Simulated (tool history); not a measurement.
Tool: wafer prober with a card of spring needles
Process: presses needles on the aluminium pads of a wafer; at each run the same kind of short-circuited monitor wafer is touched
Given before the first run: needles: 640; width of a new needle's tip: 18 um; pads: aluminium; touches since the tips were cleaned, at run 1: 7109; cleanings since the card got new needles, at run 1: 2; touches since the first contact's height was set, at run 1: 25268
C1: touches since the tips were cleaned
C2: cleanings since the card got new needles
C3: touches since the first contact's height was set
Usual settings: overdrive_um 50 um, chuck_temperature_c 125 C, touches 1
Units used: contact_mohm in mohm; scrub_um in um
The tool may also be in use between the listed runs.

run 1 day=0 | overdrive_um=50 chuck_temperature_c=125 touches=1 | C1=7109 C2=2 C3=25268 | contact_mohm=243 scrub_um=8.15
-- day=0.154 tips cleaned on abrasive film
run 2 day=0.429 | overdrive_um=50 chuck_temperature_c=125 touches=1 | C1=3990 C2=3 C3=31431 | contact_mohm=204 scrub_um=8.14
run 3 day=0.738 | overdrive_um=50 chuck_temperature_c=125 touches=1 | C1=8433 C2=3 C3=35874 | contact_mohm=249 scrub_um=8.15
-- day=0.775 tips cleaned on abrasive film
run 4 day=1.167 | overdrive_um=50 chuck_temperature_c=125 touches=1 | C1=5659 C2=4 C3=42040 | contact_mohm=231 scrub_um=8.14
-- day=1.4 tips cleaned on abrasive film
run 5 day=1.4 | overdrive_um=50 chuck_temperature_c=96 touches=1 | C1=0 C2=5 C3=45365 | contact_mohm=135 scrub_um=8.12
run 6 day=1.6 | overdrive_um=50 chuck_temperature_c=125 touches=1 | C1=2845 C2=5 C3=48210 | contact_mohm=197 scrub_um=8.14
run 7 day=1.946 | overdrive_um=50 chuck_temperature_c=125 touches=1 | C1=7872 C2=5 C3=53237 | contact_mohm=253 scrub_um=8.11
-- day=2.029 tips cleaned on abrasive film
run 8 day=2.383 | overdrive_um=50 chuck_temperature_c=125 touches=1 | C1=5101 C2=6 C3=59487 | contact_mohm=225 scrub_um=8.11
-- day=2.646 tips cleaned on abrasive film
run 9 day=2.783 | overdrive_um=50 chuck_temperature_c=125 touches=1 | C1=1979 C2=7 C3=65209 | contact_mohm=181 scrub_um=8.08
run 10 day=2.992 | overdrive_um=50 chuck_temperature_c=125 touches=1 | C1=5017 C2=7 C3=68247 | contact_mohm=226 scrub_um=8.09
-- day=3.267 tips cleaned on abrasive film
run 11 day=3.267 | overdrive_um=50 chuck_temperature_c=125 touches=1 | C1=0 C2=8 C3=72143 | contact_mohm=137 scrub_um=8.06
run 12 day=3.6 | overdrive_um=50 chuck_temperature_c=125 touches=1 | C1=4821 C2=8 C3=76964 | contact_mohm=224 scrub_um=8.09
run 13 day=3.817 | overdrive_um=53 chuck_temperature_c=125 touches=1 | C1=7981 C2=8 C3=80124 | contact_mohm=234 scrub_um=8.57
-- day=3.879 tips cleaned on abrasive film
run 14 day=4.108 | overdrive_um=53 chuck_temperature_c=125 touches=1 | C1=3316 C2=9 C3=84255 | contact_mohm=197 scrub_um=8.58
-- day=4.5 tips cleaned on abrasive film
run 15 day=4.546 | overdrive_um=53 chuck_temperature_c=125 touches=1 | C1=660 C2=10 C3=90538 | contact_mohm=149 scrub_um=8.52
run 16 day=4.888 | overdrive_um=54 chuck_temperature_c=125 touches=1 | C1=5576 C2=10 C3=95454 | contact_mohm=216 scrub_um=8.71
-- day=5.146 tips cleaned on abrasive film
run 17 day=5.229 | overdrive_um=54 chuck_temperature_c=125 touches=1 | C1=1206 C2=11 C3=100334 | contact_mohm=161 scrub_um=8.69
run 18 day=5.679 | overdrive_um=63 chuck_temperature_c=31 touches=1 | C1=7720 C2=11 C3=106848 | contact_mohm=207 scrub_um=10.15
-- day=5.792 tips cleaned on abrasive film
run 19 day=6.092 | overdrive_um=35 chuck_temperature_c=99 touches=1 | C1=4325 C2=12 C3=112784 | contact_mohm=319 scrub_um=5.55
-- day=6.412 tips cleaned on abrasive film
run 20 day=6.438 | overdrive_um=50 chuck_temperature_c=91 touches=2 | C1=323 C2=13 C3=117693 | contact_mohm=130 scrub_um=8.02
run 21 day=6.725 | overdrive_um=67 chuck_temperature_c=49 touches=2 | C1=4496 C2=13 C3=121866 | contact_mohm=151 scrub_um=10.8
run 22 day=6.979 | overdrive_um=66 chuck_temperature_c=125 touches=1 | C1=8194 C2=13 C3=125564 | contact_mohm=205 scrub_um=10.63
-- day=7.05 tips cleaned on abrasive film
run 23 day=7.462 | overdrive_um=62 chuck_temperature_c=81 touches=1 | C1=5925 C2=14 C3=132454 | contact_mohm=199 scrub_um=9.93
-- day=7.683 tips cleaned on abrasive film
run 24 day=7.838 | overdrive_um=62 chuck_temperature_c=81 touches=1 | C1=2227 C2=15 C3=137847 | contact_mohm=165 scrub_um=9.97
run 25 day=8.167 | overdrive_um=44 chuck_temperature_c=50 touches=2 | C1=7006 C2=15 C3=142626 | contact_mohm=225 scrub_um=7
-- day=8.317 tips cleaned on abrasive film
run 26 day=8.646 | overdrive_um=67 chuck_temperature_c=29 touches=1 | C1=4776 C2=16 C3=149478 | contact_mohm=174 scrub_um=10.74
-- day=8.929 tips cleaned on abrasive film
run 27 day=8.942 | overdrive_um=67 chuck_temperature_c=29 touches=1 | C1=175 C2=17 C3=153680 | contact_mohm=114 scrub_um=10.75
run 28 day=9.4 | overdrive_um=67 chuck_temperature_c=29 touches=1 | C1=6848 C2=17 C3=160353 | contact_mohm=192 scrub_um=10.74
-- day=9.538 tips cleaned on abrasive film
run 29 day=9.808 | overdrive_um=31 chuck_temperature_c=70 touches=3 | C1=3899 C2=18 C3=166169 | contact_mohm=219 scrub_um=4.82
run 30 day=10.062 | overdrive_um=39 chuck_temperature_c=125 touches=1 | C1=7548 C2=18 C3=169818 | contact_mohm=339 scrub_um=6.13
-- day=10.15 tips cleaned on abrasive film
run 31 day=10.288 | overdrive_um=39 chuck_temperature_c=125 touches=1 | C1=1996 C2=19 C3=173020 | contact_mohm=232 scrub_um=6.14
run 32 day=10.679 | overdrive_um=39 chuck_temperature_c=125 touches=1 | C1=7681 C2=19 C3=178705 | contact_mohm=350 scrub_um=6.12
-- day=10.775 tips cleaned on abrasive film
run 33 day=10.921 | overdrive_um=56 chuck_temperature_c=125 touches=1 | C1=2090 C2=20 C3=182145 | contact_mohm=176 scrub_um=8.89
run 34 day=11.204 | overdrive_um=56 chuck_temperature_c=125 touches=1 | C1=6209 C2=20 C3=186264 | contact_mohm=221 scrub_um=8.9

How would selected steps in contact_mohm from run to run divide? Give the signed amount a tool lacking its hidden state would still show from settings, what came in and random variation, and the signed amount left for the hidden state, including any gauge scatter that is not in both of the compared results.
The hidden state here: debris on the tips, nm; way that the needles fall short of the set height, um; tips' diameter, um; drift of the gauge itself on contact_mohm, %; drift of the gauge itself on scrub_um, %.
Run 19 -> 20: overdrive_um 35 -> 50, chuck_temperature_c 99 -> 91, touches 1 -> 2, tips cleaned on abrasive film. contact_mohm -189 mohm: hidden state -178, all else -11.
Run 29 -> 30: overdrive_um 31 -> 39, chuck_temperature_c 70 -> 125, touches 3 -> 1. contact_mohm +120 mohm: hidden state +118, all else +2.
Run 32 -> 33: overdrive_um 39 -> 56, tips cleaned on abrasive film. contact_mohm -174 mohm: hidden state -165, all else -9.
